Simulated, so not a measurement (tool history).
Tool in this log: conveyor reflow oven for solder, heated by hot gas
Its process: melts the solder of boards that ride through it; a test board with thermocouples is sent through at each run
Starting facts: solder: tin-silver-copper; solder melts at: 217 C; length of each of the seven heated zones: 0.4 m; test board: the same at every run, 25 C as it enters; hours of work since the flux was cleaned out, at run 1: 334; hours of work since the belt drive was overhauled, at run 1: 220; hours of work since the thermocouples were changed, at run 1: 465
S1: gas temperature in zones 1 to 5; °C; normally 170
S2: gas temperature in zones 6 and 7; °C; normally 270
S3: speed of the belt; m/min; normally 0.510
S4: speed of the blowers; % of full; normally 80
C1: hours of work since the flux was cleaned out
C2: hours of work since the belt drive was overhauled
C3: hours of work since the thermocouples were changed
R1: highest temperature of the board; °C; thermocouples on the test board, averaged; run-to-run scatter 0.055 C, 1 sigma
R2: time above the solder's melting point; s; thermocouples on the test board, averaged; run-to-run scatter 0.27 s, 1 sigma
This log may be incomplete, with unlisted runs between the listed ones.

run    day   S1   S2     S3  S4   C1   C2   C3      R1     R2
  1  0.000  170  270  0.510  80  334  220  465  256.03   72.7
  2  0.308  170  270  0.510  80  340  225  470  255.97   72.8
  3  0.679  170  270  0.510  80  346  231  476  256.12   72.2
  4  0.983  170  270  0.510  80  351  236  481  256.05   72.6
  5  1.221  170  270  0.510  80  355  240  485  256.05   72.5
  6  1.433  170  270  0.510  80  358  244  489  255.99   72.1
  7  1.662  170  270  0.510  80  362  248  493  256.12   72.6
  8  2.017  170  270  0.510  80  368  254  499  256.08   72.6
  9  2.358  170  270  0.510  80  374  259  504  256.10   72.7
 10  2.704  170  270  0.510  80  380  265  510  255.97   72.6
 11  2.971  170  270  0.510  56  384  270  515  251.77   67.8
 12  3.325  170  270  0.510  80  390  275  521  256.15   72.6
 13  3.658  170  270  0.510  80  396  281  526  256.07   72.4
 14  3.892  170  270  0.510  80  400  285  530  256.09   73.1
 15  4.117  170  270  0.510  80  403  289  534  255.94   72.8
 16  4.367  170  270  0.510  80  408  293  538  256.19   72.5
 17  4.529  169  266  0.510  80  410  296  541  252.42   69.2
 18  4.775  183  265  0.510  80  415  300  545  253.46   76.2
     5.038  -- flux residue cleaned out of gas plates and filters
 19  5.233  183  265  0.510  80    3  304  549  253.45   76.4
 20  5.538  176  258  0.510  80    8  309  554  246.31   67.2
 21  5.771  167  261  0.485  54   12  313  558  244.64   62.9
 22  6.062  170  272  0.510  72   17  318  563  256.65   72.3
 23  6.292  165  270  0.510  80   21  322  567  255.24   70.1
 24  6.475  165  270  0.510  80   24  325  570  255.31   70.0
 25  6.712  170  270  0.449  79   28  329  574  259.40   86.8
 26  7.071  159  281  0.606  76   34  335  580  256.89   56.7
 27  7.417  159  281  0.606  76   40  341  586  256.70   56.4
 28  7.738  170  263  0.411  80   45  346  591  254.94   91.8
 29  8.067  170  284  0.435  80   51  351  597  273.29   98.2
 30  8.388  183  284  0.435  65   56  357  602  272.56  103.3

Consider 4 possible next runs. They are alternatives, not a sequence: every one starts from the tool as it was left by run 30. What does each give?
  A  8.742  164  274  0.588  65  62  363  608   ?   ?
  B  8.742  183  276  0.435  65  62  363  608   ?   ?
  C  8.742  170  270  0.510  74  62  363  608   ?   ?
  D  8.742  170  267  0.411  75  62  363  608   ?   ?

run      R1    R2
  A  250.76  54.7
  B  265.31  98.8
  C  255.19  71.5
  D  258.20  94.6
What these runs would have given with no unlogged condition in the tool:
run      R1    R2
  A  250.76  54.7
  B  265.31  98.7
  C  255.19  71.5
  D  258.19  94.5
